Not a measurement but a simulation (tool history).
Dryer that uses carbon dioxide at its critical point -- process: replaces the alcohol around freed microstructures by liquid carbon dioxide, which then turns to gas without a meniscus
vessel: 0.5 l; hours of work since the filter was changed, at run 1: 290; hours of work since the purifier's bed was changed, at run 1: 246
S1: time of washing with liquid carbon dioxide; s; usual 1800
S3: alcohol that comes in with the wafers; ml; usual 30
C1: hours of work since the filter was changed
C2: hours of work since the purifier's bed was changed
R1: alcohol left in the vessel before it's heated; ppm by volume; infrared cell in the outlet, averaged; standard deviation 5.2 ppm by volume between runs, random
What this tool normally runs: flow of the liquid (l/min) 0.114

Run 1, hour 0: usual settings; C1 290; C2 246. Result: R1 239 ppm by volume.
Run 2, hour 62.5: usual settings; C1 314; C2 269. Result: R1 236 ppm by volume.
Run 3, hour 96.1: usual settings; C1 326; C2 282. Result: R1 251 ppm by volume.
Run 4, hour 132.1: usual settings but flow of the liquid (l/min) 0.125; C1 340; C2 295. Result: R1 185 ppm by volume.
Run 5, hour 205.4: usual settings but flow of the liquid (l/min) 0.125; C1 367; C2 323. Result: R1 184 ppm by volume.
Run 6, hour 260.4: usual settings but flow of the liquid (l/min) 0.138; C1 388; C2 344. Result: R1 137 ppm by volume.
Run 7, hour 292: usual settings but S3 22 ml; C1 400; C2 355. Result: R1 236 ppm by volume.
Run 8, hour 335.8: usual settings but S3 26 ml; C1 416; C2 372. Result: R1 275 ppm by volume.
Run 9, hour 382: usual settings but S3 26 ml; C1 434; C2 389. Result: R1 293 ppm by volume.
Run 10, hour 424.2: usual settings but S3 26 ml; C1 450; C2 405. Result: R1 298 ppm by volume.
Run 11, hour 495.9: usual settings but S3 26 ml; C1 477; C2 432. Result: R1 320 ppm by volume.
Run 12, hour 557.9: usual settings; C1 500; C2 455. Result: R1 363 ppm by volume.
At hour 566.8: inlet filter changed.
Run 13, hour 589: usual settings but flow of the liquid (l/min) 0.144; C1 8; C2 467. Result: R1 126 ppm by volume.
Run 14, hour 651.7: usual settings but flow of the liquid (l/min) 0.144, S3 34 ml; C1 32; C2 490. Result: R1 137 ppm by volume.
Run 15, hour 712: usual settings but S1 1560 s; C1 55; C2 513. Result: R1 361 ppm by volume.
Run 16, hour 759.8: usual settings but flow of the liquid (l/min) 0.077; C1 72; C2 531. Result: R1 1027 ppm by volume.
Run 17, hour 827.2: usual settings but S1 1140 s; C1 98; C2 556. Result: R1 1248 ppm by volume.
Run 18, hour 861.6: usual settings but S1 1140 s; C1 111; C2 569. Result: R1 1252 ppm by volume.
Run 19, hour 907.8: usual settings but S1 1140 s; C1 128; C2 586. Result: R1 1322 ppm by volume.
Run 20, hour 955.2: usual settings but S1 1140 s; C1 146; C2 604. Result: R1 1337 ppm by volume.
Run 21, hour 999.6: usual settings; C1 163; C2 621. Result: R1 275 ppm by volume.
Run 22, hour 1054: usual settings but S3 65 ml; C1 183; C2 641. Result: R1 453 ppm by volume.
Run 23, hour 1111.8: usual settings but S3 65 ml; C1 205; C2 663. Result: R1 465 ppm by volume.
Run 24, hour 1161.4: usual settings but S3 50 ml; C1 223; C2 681. Result: R1 402 ppm by volume.
Run 25, hour 1200.9: usual settings but S1 1620 s, flow of the liquid (l/min) 0.106, S3 69 ml; C1 238; C2 696. Result: R1 1096 ppm by volume.
Run 26, hour 1232.8: usual settings but S1 1620 s, flow of the liquid (l/min) 0.17, S3 69 ml; C1 250; C2 708. Result: R1 210 ppm by volume.
Run 27, hour 1273.8: usual settings but flow of the liquid (l/min) 0.152; C1 265; C2 724. Result: R1 190 ppm by volume.
Run 28, hour 1320.3: usual settings but S1 1200 s, flow of the liquid (l/min) 0.101, S3 48 ml; C1 283; C2 741. Result: R1 3200 ppm by volume.
Run 29, hour 1374.7: usual settings but S1 2580 s, flow of the liquid (l/min) 0.099, S3 52 ml; C1 303; C2 762. Result: R1 250 ppm by volume.
Run 30, hour 1415.5: usual settings but S3 72 ml; C1 319; C2 777. Result: R1 602 ppm by volume.
Run 31, hour 1469.9: usual settings but S3 72 ml; C1 339; C2 797. Result: R1 625 ppm by volume.
Run 32, hour 1508.2: usual settings but S1 2520 s, S3 39 ml; C1 353; C2 812. Result: R1 204 ppm by volume.
Run 33, hour 1551.8: usual settings but S1 2520 s, S3 39 ml; C1 370; C2 828. Result: R1 222 ppm by volume.
Run 34, hour 1619.2: usual settings but S1 2520 s, flow of the liquid (l/min) 0.077, S3 21 ml; C1 395; C2 853. Result: R1 420 ppm by volume.
Run 35, hour 1686.6: usual settings but S1 1260 s, flow of the liquid (l/min) 0.089, S3 28 ml; C1 420; C2 879. Result: R1 2918 ppm by volume.
Run 36, hour 1734.3: usual settings but S1 1260 s, flow of the liquid (l/min) 0.089, S3 28 ml; C1 438; C2 897. Result: R1 2985 ppm by volume.
Run 37, hour 1795.6: usual settings but S1 1860 s, flow of the liquid (l/min) 0.119, S3 50 ml; C1 461; C2 920. Result: R1 459 ppm by volume.
Run 38, hour 1862.5: usual settings but S1 1860 s, flow of the liquid (l/min) 0.119, S3 50 ml; C1 487; C2 945. Result: R1 479 ppm by volume.
At hour 1908.9: inlet filter changed.
Run 39, hour 1934: usual settings but S1 1860 s, flow of the liquid (l/min) 0.175, S3 110 ml; C1 9; C2 971. Result: R1 224 ppm by volume.
Run 40, hour 2002.1: usual settings but S1 1860 s, flow of the liquid (l/min) 0.175, S3 110 ml; C1 35; C2 997. Result: R1 227 ppm by volume.
Run 41, hour 2049.1: usual settings but S1 1860 s, flow of the liquid (l/min) 0.175, S3 110 ml; C1 53; C2 1014. Result: R1 244 ppm by volume.
Run 42, hour 2097.3: usual settings but S1 2040 s, flow of the liquid (l/min) 0.175, S3 29 ml; C1 71; C2 1032. Result: R1 228 ppm by volume.
Run 43, hour 2169.4: usual settings but S1 2640 s, flow of the liquid (l/min) 0.089, S3 71 ml; C1 98; C2 1060. Result: R1 351 ppm by volume.
At hour 2200: purifier's bed changed.
Run 44, hour 2204.2: usual settings but S1 1740 s, flow of the liquid (l/min) 0.104, S3 58 ml; C1 110; C2 2. Result: R1 487 ppm by volume.
Run 45, hour 2265.1: usual settings but S1 1740 s, flow of the liquid (l/min) 0.104, S3 58 ml; C1 133; C2 24. Result: R1 507 ppm by volume.
Run 46, hour 2301.3: usual settings but S1 1740 s, flow of the liquid (l/min) 0.104, S3 58 ml; C1 146; C2 38. Result: R1 545 ppm by volume.
Run 47, hour 2339.7: usual settings but S1 1740 s, flow of the liquid (l/min) 0.104, S3 58 ml; C1 161; C2 52. Result: R1 542 ppm by volume.

Branching from run 47: 3 alternative next runs. What would each branch give?
Run A, hour 2399.2: usual settings but S1 2640 s, flow of the liquid (l/min) 0.17, S3 66 ml; C1 183; C2 75. Result: R1 ?.
Run B, hour 2399.2: usual settings but S1 2460 s, flow of the liquid (l/min) 0.104, S3 21 ml; C1 183; C2 75. Result: R1 ?.
Run C, hour 2399.2: usual settings but S1 1740 s, flow of the liquid (l/min) 0.111, S3 109 ml; C1 183; C2 75. Result: R1 ?.

run   R1
  A   24
  B   36
  C  720
Take away the tool's hidden state, keep each run's random variation, and the runs would have read:
run   R1
  A    7
  B   10
  C  481
